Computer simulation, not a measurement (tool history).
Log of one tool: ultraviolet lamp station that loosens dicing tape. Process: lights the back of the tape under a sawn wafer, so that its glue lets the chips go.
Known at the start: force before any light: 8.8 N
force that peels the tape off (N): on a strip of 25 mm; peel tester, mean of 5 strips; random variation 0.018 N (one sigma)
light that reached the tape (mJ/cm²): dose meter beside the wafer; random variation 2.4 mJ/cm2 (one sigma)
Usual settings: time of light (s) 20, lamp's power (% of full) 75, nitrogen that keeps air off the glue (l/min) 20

run,hour,time of light (s),lamp's power (% of full),nitrogen that keeps air off the glue (l/min),force that peels the tape off (N),light that reached the tape (mJ/cm²)
1,0,20,75,20,1.143,241
2,7.7,20,85,20,0.897,276
3,15,20,85,20,0.889,271
4,25.5,20,75,20,1.167,239
5,34.3,20,75,20,1.169,243
6,44.9,20,75,20,1.144,236
7,54.3,20,75,20,1.158,239
8,60.9,20,75,20,1.164,240
9,70.4,20,75,16,1.435,239
10,75.1,20,75,16,1.35,239
11,83,20,75,16,1.391,236
12,92.8,11,75,20,2.908,129
13,100,11,83,20,2.619,143
14,106.1,11,83,20,2.643,145
15,116.1,20,75,20,1.239,234
16,123.4,20,75,20,1.217,236
17,130.6,20,74,20,1.288,234
18,137,20,74,20,1.272,229
19,142.7,20,74,20,1.258,228
20,150,20,75,8,2.265,229
21,158.8,20,91,8,1.683,278
22,168.2,20,63,20,1.668,192
23,173.7,35,84,9,0.557,448
24,182.5,27,75,29,0.488,308
25,191.9,27,75,29,0.492,311
26,202.7,11,75,34,2.418,125
27,208,11,75,34,2.466,126
28,214.8,11,75,34,2.477,122
29,223.2,27,61,18,1.15,249
30,232.1,20,84,13,1.409,252
31,242.5,20,84,13,1.419,253
32,249.8,20,84,13,1.431,252
33,255.5,10,79,7,4.524,117
34,265.5,12,65,7,4.654,115
35,270.7,34,75,20,0.395,376
36,276.4,34,75,20,0.39,375
37,287.7,12,63,6,4.837,115
38,293.6,40,60,21,0.439,355
39,304.8,14,61,9,4.106,126
40,314.7,16,67,21,2.283,158

Hidden state or all else? Some run-to-run changes of force that peels the tape off (N), split into what the settings, what came in and random variation would give without the hidden state, and what is left for the hidden state (with any gauge scatter that isn't in both results):
The hidden state here: lamp's light, % of a new lamp's; light that the window lets through, % of a clean one's; drift of the gauge itself on peel_n, %; drift of the gauge itself on dose_mj_cm2, %.
Run 34 -> 35: time of light (s) 12 -> 34, lamp's power (% of full) 65 -> 75, nitrogen that keeps air off the glue (l/min) 7 -> 20. force that peels the tape off (N) -4.259: hidden state -0.491, all else -3.768.
Run 36 -> 37: time of light (s) 34 -> 12, lamp's power (% of full) 75 -> 63, nitrogen that keeps air off the glue (l/min) 20 -> 6. force that peels the tape off (N) +4.447: hidden state +0.48, all else +3.967.
Run 37 -> 38: time of light (s) 12 -> 40, lamp's power (% of full) 63 -> 60, nitrogen that keeps air off the glue (l/min) 6 -> 21. force that peels the tape off (N) -4.398: hidden state -0.456, all else -3.942.
Run 38 -> 39: time of light (s) 40 -> 14, lamp's power (% of full) 60 -> 61, nitrogen that keeps air off the glue (l/min) 21 -> 9. force that peels the tape off (N) +3.667: hidden state +0.537, all else +3.13.
